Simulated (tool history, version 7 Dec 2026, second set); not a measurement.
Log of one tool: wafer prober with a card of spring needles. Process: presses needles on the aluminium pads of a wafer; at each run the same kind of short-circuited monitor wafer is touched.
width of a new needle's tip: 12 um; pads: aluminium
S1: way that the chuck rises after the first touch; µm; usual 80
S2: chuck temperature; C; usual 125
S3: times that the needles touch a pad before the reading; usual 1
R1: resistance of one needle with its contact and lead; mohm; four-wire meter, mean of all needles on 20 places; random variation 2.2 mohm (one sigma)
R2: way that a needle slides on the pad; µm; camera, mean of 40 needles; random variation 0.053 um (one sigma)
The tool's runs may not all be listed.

run   hour  S1   S2  S3   R1     R2
  1    0.0  80  125   1  240  11.98
       6.3  -- tips cleaned on abrasive film
      12.6  -- tips cleaned on abrasive film
      18.9  -- tips cleaned on abrasive film
  2   23.4  80  125   1  241  11.87
      24.8  -- tips cleaned on abrasive film
      31.1  -- tips cleaned on abrasive film
      36.1  -- tips cleaned on abrasive film
      41.2  -- tips cleaned on abrasive film
      46.3  -- tips cleaned on abrasive film
  3   50.7  94  125   1  240  14.03
      52.1  -- tips cleaned on abrasive film
      57.1  -- tips cleaned on abrasive film
      62.2  -- tips cleaned on abrasive film
      68.5  -- tips cleaned on abrasive film
      73.6  -- tips cleaned on abrasive film
  4   78.2  94  125   1  239  14.02
      79.5  -- tips cleaned on abrasive film
      84.6  -- tips cleaned on abrasive film
      89.7  -- tips cleaned on abrasive film
      96.0  -- tips cleaned on abrasive film
  5   96.1  94  125   1  241  13.94
     101.2  -- tips cleaned on abrasive film
     106.2  -- tips cleaned on abrasive film
     111.3  -- tips cleaned on abrasive film
  6  116.0  80  125   1  242  11.90
     117.4  -- tips cleaned on abrasive film
     122.4  -- tips cleaned on abrasive film
     127.5  -- tips cleaned on abrasive film
     133.8  -- tips cleaned on abrasive film
     140.1  -- tips cleaned on abrasive film
     145.2  -- tips cleaned on abrasive film
  7  145.7  68  125   1  242  10.18
     150.8  -- tips cleaned on abrasive film
     155.9  -- tips cleaned on abrasive film
     162.2  -- tips cleaned on abrasive film
     167.3  -- tips cleaned on abrasive film
  8  167.9  80  125   2  241  11.93
     172.9  -- tips cleaned on abrasive film
     178.0  -- tips cleaned on abrasive film
     183.1  -- tips cleaned on abrasive film
     189.4  -- tips cleaned on abrasive film
     194.7  -- height of the first contact set anew
     196.0  -- tips cleaned on abrasive film
  9  197.8  92  125   2  239  13.71
     201.7  -- tips cleaned on abrasive film
     206.7  -- tips cleaned on abrasive film
     211.8  -- tips cleaned on abrasive film
     216.9  -- tips cleaned on abrasive film
     223.2  -- tips cleaned on abrasive film
 10  224.7  92  125   2  240  13.55
     228.5  -- tips cleaned on abrasive film
     233.6  -- tips cleaned on abrasive film
     239.9  -- tips cleaned on abrasive film
     245.0  -- tips cleaned on abrasive film
     250.0  -- tips cleaned on abrasive film
     256.3  -- tips cleaned on abrasive film
 11  258.9  71  125   1  239  10.49

Forecast run 12:
     261.5  -- tips cleaned on abrasive film
     266.6  -- tips cleaned on abrasive film
     272.9  -- tips cleaned on abrasive film
     278.0  -- tips cleaned on abrasive film
     283.1  -- tips cleaned on abrasive film
     288.3  -- tips cleaned on abrasive film
 12  288.3  91  99   3   ?   ?

{"run 12": {"R1": 233, "R2": 13.46}}
Without the tool's hidden state the same run would have given R1 233 mohm, R2 13.59 µm.

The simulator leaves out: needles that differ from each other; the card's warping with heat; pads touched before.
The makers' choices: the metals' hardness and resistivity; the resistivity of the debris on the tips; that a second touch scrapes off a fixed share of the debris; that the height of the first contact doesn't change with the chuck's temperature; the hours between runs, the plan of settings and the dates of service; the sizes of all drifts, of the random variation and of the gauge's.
